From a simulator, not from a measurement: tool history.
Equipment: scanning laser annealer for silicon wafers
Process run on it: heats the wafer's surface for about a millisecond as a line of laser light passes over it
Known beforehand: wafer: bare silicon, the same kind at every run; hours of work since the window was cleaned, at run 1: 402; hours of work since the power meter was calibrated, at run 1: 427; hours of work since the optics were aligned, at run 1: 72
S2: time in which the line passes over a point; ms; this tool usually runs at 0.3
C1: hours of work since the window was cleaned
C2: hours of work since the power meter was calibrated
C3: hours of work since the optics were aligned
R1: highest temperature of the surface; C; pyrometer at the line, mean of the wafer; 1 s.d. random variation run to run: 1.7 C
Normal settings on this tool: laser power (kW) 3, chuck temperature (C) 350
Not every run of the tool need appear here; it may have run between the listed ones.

Run 1, day 0: usual settings; C1 402; C2 427; C3 72. Result: R1 1109 C.
Run 2, day 0.471: usual settings but S2 0.218 ms; C1 408; C2 433; C3 78. Result: R1 982 C.
Run 3, day 1.538: usual settings but S2 0.218 ms, chuck temperature (C) 374; C1 423; C2 447; C3 92. Result: R1 1008 C.
Run 4, day 2.096: usual settings; C1 430; C2 455; C3 100. Result: R1 1105 C.
Run 5, day 3.192: usual settings; C1 445; C2 469; C3 114. Result: R1 1106 C.
At day 3.5: window over the wafer cleaned.
Run 6, day 4.338: usual settings; C1 11; C2 484; C3 129. Result: R1 1130 C.
Run 7, day 5.333: usual settings but laser power (kW) 3.146, S2 0.28 ms; C1 25; C2 497; C3 142. Result: R1 1144 C.
Run 8, day 5.825: usual settings but laser power (kW) 3.146, S2 0.28 ms; C1 31; C2 504; C3 149. Result: R1 1142 C.
Run 9, day 6.904: usual settings but laser power (kW) 3.187, S2 0.278 ms, chuck temperature (C) 365; C1 46; C2 518; C3 163. Result: R1 1167 C.
Run 10, day 7.562: usual settings but laser power (kW) 2.584; C1 54; C2 527; C3 172. Result: R1 1005 C.
Run 11, day 8.221: usual settings but laser power (kW) 2.584; C1 63; C2 536; C3 181. Result: R1 1006 C.

Forecast each of these 5 alternatives for the next run:
Run A, day 8.929: usual settings but laser power (kW) 2.932, S2 0.34 ms, chuck temperature (C) 318; C1 73; C2 545; C3 190. Result: R1 ?.
Run B, day 8.929: usual settings but chuck temperature (C) 326; C1 73; C2 545; C3 190. Result: R1 ?.
Run C, day 8.929: usual settings but laser power (kW) 2.584, S2 0.364 ms; C1 73; C2 545; C3 190. Result: R1 ?.
Run D, day 8.929: usual settings but laser power (kW) 3.069; C1 73; C2 545; C3 190. Result: R1 ?.
Run E, day 8.929: usual settings but laser power (kW) 3.052; C1 73; C2 545; C3 190. Result: R1 ?.

run    R1
  A  1128
  B  1103
  C  1082
  D  1146
  E  1141
With the hidden condition removed and each run's random variation left untouched, the same runs would have given:
run    R1
  A  1136
  B  1110
  C  1089
  D  1154
  E  1148

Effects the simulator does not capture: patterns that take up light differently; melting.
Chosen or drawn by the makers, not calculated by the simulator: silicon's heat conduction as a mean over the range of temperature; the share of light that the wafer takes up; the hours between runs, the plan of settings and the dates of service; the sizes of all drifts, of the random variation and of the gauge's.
